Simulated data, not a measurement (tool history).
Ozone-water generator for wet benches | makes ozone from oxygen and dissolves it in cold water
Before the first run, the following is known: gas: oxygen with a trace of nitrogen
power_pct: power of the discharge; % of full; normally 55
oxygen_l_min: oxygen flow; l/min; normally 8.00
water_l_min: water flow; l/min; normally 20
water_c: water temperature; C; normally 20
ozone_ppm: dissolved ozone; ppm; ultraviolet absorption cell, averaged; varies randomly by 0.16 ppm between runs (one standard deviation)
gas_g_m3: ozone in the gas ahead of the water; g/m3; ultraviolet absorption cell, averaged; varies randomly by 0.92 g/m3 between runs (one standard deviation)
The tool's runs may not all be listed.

run,hour,power_pct,oxygen_l_min,water_l_min,water_c,ozone_ppm,gas_g_m3
1,0.0,55,8.00,20,20,17.4,131.3
2,73.9,55,8.00,20,20,17.2,131.4
3,129.7,55,8.00,20,20,17.1,132.6
4,205.6,55,11.89,20,20,15.8,102.0
5,268.0,55,11.89,20,20,15.8,101.4
6,375.7,46,8.00,20,20,15.0,113.2
7,487.4,46,8.00,20,24,13.5,114.5
8,567.6,55,8.00,20,16,17.9,129.6
9,657.7,55,8.00,19,16,18.4,127.6
10,784.5,55,8.00,20,20,16.5,127.0
11,855.1,74,11.40,21,14,20.5,125.4
12,935.9,74,11.40,21,14,20.4,124.7
13,1065.2,55,6.28,16,14,22.4,145.1
14,1140.0,71,4.24,22,25,19.2,217.8
15,1259.3,55,8.00,13,20,21.6,124.0
16,1322.7,55,8.04,20,26,15.0,124.6
17,1435.6,54,8.00,16,18,19.2,120.9
18,1513.7,67,5.48,16,18,24.1,177.5
19,1567.8,67,8.58,16,18,21.8,134.3
20,1623.0,55,8.00,14,20,19.9,123.1

Put back what was entered between runs (1 entry, withheld): which listed runs does each sit between, and how does the hidden state differ from the listed run before to the listed run after?
Logged between run 12 and run 13: contactor cleaned (hour 999.1)
  yield of the discharge, % of new electrodes': 77.1 -> 76.6; contactor's efficiency, % of a clean one's: 91.1 -> 99.5; true water temperature over the reading, C: 0.14 -> 0.16
  difference, measured minus the result without the unlogged condition, ozone_ppm: -7.6 -> -5.6 ppm; gas_g_m3: -38.8 -> -35.1 g/m3
